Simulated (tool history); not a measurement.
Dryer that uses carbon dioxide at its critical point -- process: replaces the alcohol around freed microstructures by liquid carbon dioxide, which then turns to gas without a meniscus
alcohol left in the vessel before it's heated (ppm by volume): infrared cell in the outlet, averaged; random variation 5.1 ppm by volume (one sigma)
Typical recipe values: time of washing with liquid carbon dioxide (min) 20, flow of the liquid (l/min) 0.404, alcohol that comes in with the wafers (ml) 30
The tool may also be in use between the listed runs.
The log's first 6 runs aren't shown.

run     day  time of washing with liquid carbon dioxide (min)  flow of the liquid (l/min)  alcohol that comes in with the wafers (ml)  alcohol left in the vessel before it's heated (ppm by volume)
  7   6.200                                                20                       0.288                                          30                                                            591
  8   7.029                                                20                       0.288                                          30                                                            597
      8.546  -- inlet filter changed
  9   8.650                                                24                       0.404                                          30                                                             73
 10  10.133                                                20                       0.270                                          30                                                            579
 11  11.662                                                20                       0.270                                          30                                                            585
 12  12.442                                                20                       0.270                                          30                                                            589
 13  13.792                                                20                       0.404                                          30                                                            139
 14  15.246                                                20                       0.404                                          30                                                            151
 15  16.558                                                20                       0.404                                          30                                                            151
 16  17.254                                                15                       0.404                                          79                                                           1126
 17  18.775                                                15                       0.404                                          79                                                           1125
 18  19.808                                                16                       0.384                                          41                                                            605
 19  21.088                                                22                       0.404                                          29                                                            119
 20  21.950                                                21                       0.481                                          32                                                             91
 21  23.475                                                26                       0.567                                          95                                                             68
 22  24.833                                                14                       0.654                                          30                                                            124
 23  26.400                                                13                       0.679                                         120                                                            372
 24  27.400                                                13                       0.284                                          29                                                           2247
 25  28.879                                                22                       0.284                                          29                                                            468
 26  30.112                                                22                       0.515                                          29                                                            100
 27  31.312                                                22                       0.515                                          29                                                            111
 28  32.500                                                20                       0.423                                          21                                                            164
     33.425  -- inlet filter changed
 29  34.096                                                17                       0.300                                          23                                                            615
 30  35.254                                                17                       0.300                                          23                                                            605

Branching from run 30: 4 alternative next runs. What would each branch give?
  A  36.071                                                13                       0.404                                          30                                                              ?
  B  36.071                                                19                       0.300                                          90                                                              ?
  C  36.071                                                20                       0.257                                          88                                                              ?
  D  36.071                                                24                       0.483                                         107                                                              ?

run  alcohol left in the vessel before it's heated (ppm by volume)
  A                                                            745
  B                                                           1401
  C                                                           1940
  D                                                            116
Stripped of hidden state, with their random variation kept, the same runs would have yielded:
run  alcohol left in the vessel before it's heated (ppm by volume)
  A                                                            627
  B                                                           1246
  C                                                           1769
  D                                                             27
